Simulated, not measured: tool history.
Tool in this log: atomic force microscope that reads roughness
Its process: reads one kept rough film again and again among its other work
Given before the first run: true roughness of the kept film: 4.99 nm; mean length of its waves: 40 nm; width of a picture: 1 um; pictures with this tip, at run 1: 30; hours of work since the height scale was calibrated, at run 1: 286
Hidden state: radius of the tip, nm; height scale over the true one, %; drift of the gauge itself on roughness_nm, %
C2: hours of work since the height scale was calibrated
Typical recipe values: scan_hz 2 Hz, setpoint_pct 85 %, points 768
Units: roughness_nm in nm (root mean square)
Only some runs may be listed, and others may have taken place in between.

{"run": 1, "day": 0.0, "scan_hz": 2, "setpoint_pct": 85, "points": 768, "pictures with this tip": 30, "C2": 286, "roughness_nm": 3.935}
{"run": 2, "day": 0.375, "scan_hz": 2, "setpoint_pct": 85, "points": 768, "pictures with this tip": 41, "C2": 292, "roughness_nm": 3.879}
{"run": 3, "day": 0.654, "scan_hz": 2, "setpoint_pct": 85, "points": 768, "pictures with this tip": 50, "C2": 296, "roughness_nm": 3.896}
{"run": 4, "day": 0.888, "scan_hz": 2, "setpoint_pct": 85, "points": 768, "pictures with this tip": 57, "C2": 300, "roughness_nm": 3.883}
{"run": 5, "day": 1.271, "scan_hz": 2, "setpoint_pct": 85, "points": 768, "pictures with this tip": 69, "C2": 306, "roughness_nm": 3.837}
{"run": 6, "day": 1.792, "scan_hz": 1.86, "setpoint_pct": 85, "points": 768, "pictures with this tip": 85, "C2": 314, "roughness_nm": 3.905}
{"run": 7, "day": 2.312, "scan_hz": 1.86, "setpoint_pct": 85, "points": 768, "pictures with this tip": 101, "C2": 322, "roughness_nm": 3.867}
{"day": 2.396, "done": "height scale calibrated on a step standard"}
{"run": 8, "day": 2.892, "scan_hz": 1.86, "setpoint_pct": 85, "points": 302, "pictures with this tip": 118, "C2": 8, "roughness_nm": 3.815}
{"run": 9, "day": 3.175, "scan_hz": 1.86, "setpoint_pct": 67, "points": 371, "pictures with this tip": 127, "C2": 12, "roughness_nm": 4.182}
{"run": 10, "day": 3.546, "scan_hz": 1.86, "setpoint_pct": 67, "points": 371, "pictures with this tip": 138, "C2": 18, "roughness_nm": 4.14}
{"day": 3.792, "done": "height scale calibrated on a step standard, once more"}
{"run": 11, "day": 3.938, "scan_hz": 1.42, "setpoint_pct": 73, "points": 1001, "pictures with this tip": 149, "C2": 2, "roughness_nm": 4.166}
{"run": 12, "day": 4.279, "scan_hz": 1.36, "setpoint_pct": 55, "points": 410, "pictures with this tip": 160, "C2": 8, "roughness_nm": 4.348}
{"run": 13, "day": 4.554, "scan_hz": 1.16, "setpoint_pct": 73, "points": 670, "pictures with this tip": 169, "C2": 12, "roughness_nm": 4.2}
{"run": 14, "day": 4.796, "scan_hz": 1.72, "setpoint_pct": 88, "points": 651, "pictures with this tip": 176, "C2": 16, "roughness_nm": 3.732}

Consider 3 possible next runs. They are alternatives, not a sequence: every one starts from the tool as it was left by run 14. What does each give?
{"run": "A", "day": 5.242, "scan_hz": 2.54, "setpoint_pct": 60, "points": 291, "pictures with this tip": 190, "C2": 23, "roughness_nm": "?"}
{"run": "B", "day": 5.242, "scan_hz": 2.35, "setpoint_pct": 56, "points": 947, "pictures with this tip": 190, "C2": 23, "roughness_nm": "?"}
{"run": "C", "day": 5.242, "scan_hz": 2.67, "setpoint_pct": 85, "points": 399, "pictures with this tip": 190, "C2": 23, "roughness_nm": "?"}

run=A roughness_nm=4.155
run=B roughness_nm=4.235
run=C roughness_nm=3.565
Take away the tool's hidden state, keep each run's random variation, and the runs would have read:
run=A roughness_nm=4.423
run=B roughness_nm=4.51
run=C roughness_nm=3.795

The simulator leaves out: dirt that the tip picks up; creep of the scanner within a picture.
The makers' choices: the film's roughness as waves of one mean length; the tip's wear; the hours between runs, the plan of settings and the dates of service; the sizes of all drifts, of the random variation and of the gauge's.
